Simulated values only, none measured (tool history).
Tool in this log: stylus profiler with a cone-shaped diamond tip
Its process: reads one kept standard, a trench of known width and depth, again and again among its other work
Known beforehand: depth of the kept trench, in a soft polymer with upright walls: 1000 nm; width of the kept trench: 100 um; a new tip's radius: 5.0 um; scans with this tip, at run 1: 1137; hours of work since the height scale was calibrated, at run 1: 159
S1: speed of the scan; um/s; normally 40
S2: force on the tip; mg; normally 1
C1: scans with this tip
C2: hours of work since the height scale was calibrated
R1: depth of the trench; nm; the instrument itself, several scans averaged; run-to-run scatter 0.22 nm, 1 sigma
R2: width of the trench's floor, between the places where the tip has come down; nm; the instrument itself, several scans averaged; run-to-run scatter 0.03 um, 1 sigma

run 1 hour=0 | S1=40 S2=1 | C1=1137 C2=159 | R1=1003.88 R2=93150
run 2 hour=17.7 | S1=40 S2=1 | C1=1192 C2=167 | R1=1003.8 R2=93200
run 3 hour=33.5 | S1=24 S2=1 | C1=1240 C2=174 | R1=1003.91 R2=93200
run 4 hour=47.3 | S1=24 S2=1 | C1=1283 C2=180 | R1=1003.9 R2=93230
run 5 hour=64.2 | S1=24 S2=1 | C1=1335 C2=187 | R1=1003.56 R2=93240
run 6 hour=79.3 | S1=24 S2=1 | C1=1382 C2=193 | R1=1003.54 R2=93210
run 7 hour=94.6 | S1=40 S2=1 | C1=1429 C2=200 | R1=1003.63 R2=93090
run 8 hour=105.6 | S1=40 S2=1 | C1=1463 C2=205 | R1=1003.89 R2=93120
run 9 hour=127.3 | S1=59 S2=1.91 | C1=1530 C2=214 | R1=1005.39 R2=93050
run 10 hour=149.4 | S1=12 S2=0.35 | C1=1598 C2=224 | R1=1001.49 R2=93140
run 11 hour=161.3 | S1=23 S2=1 | C1=1635 C2=229 | R1=1003.42 R2=93120
run 12 hour=184.7 | S1=23 S2=0.37 | C1=1707 C2=239 | R1=1001.95 R2=93010
run 13 hour=207.2 | S1=43 S2=0.35 | C1=1777 C2=249 | R1=1001.61 R2=92720

3 options for the next run, each taken on its own from the tool as it stands now. Forecast them:
run A hour=222.1 | S1=16 S2=1.86 | C1=1823 C2=255 | R1=? R2=?
run B hour=222.1 | S1=73 S2=0.4 | C1=1823 C2=255 | R1=? R2=?
run C hour=222.1 | S1=59 S2=0.35 | C1=1823 C2=255 | R1=? R2=?

run=A R1=1005.19 R2=93060
run=B R1=1001.66 R2=92490
run=C R1=1001.42 R2=92580
With no hidden state in the tool, these same runs would have given:
run=A R1=1005.35 R2=93900
run=B R1=1001.82 R2=93320
run=C R1=1001.58 R2=93420

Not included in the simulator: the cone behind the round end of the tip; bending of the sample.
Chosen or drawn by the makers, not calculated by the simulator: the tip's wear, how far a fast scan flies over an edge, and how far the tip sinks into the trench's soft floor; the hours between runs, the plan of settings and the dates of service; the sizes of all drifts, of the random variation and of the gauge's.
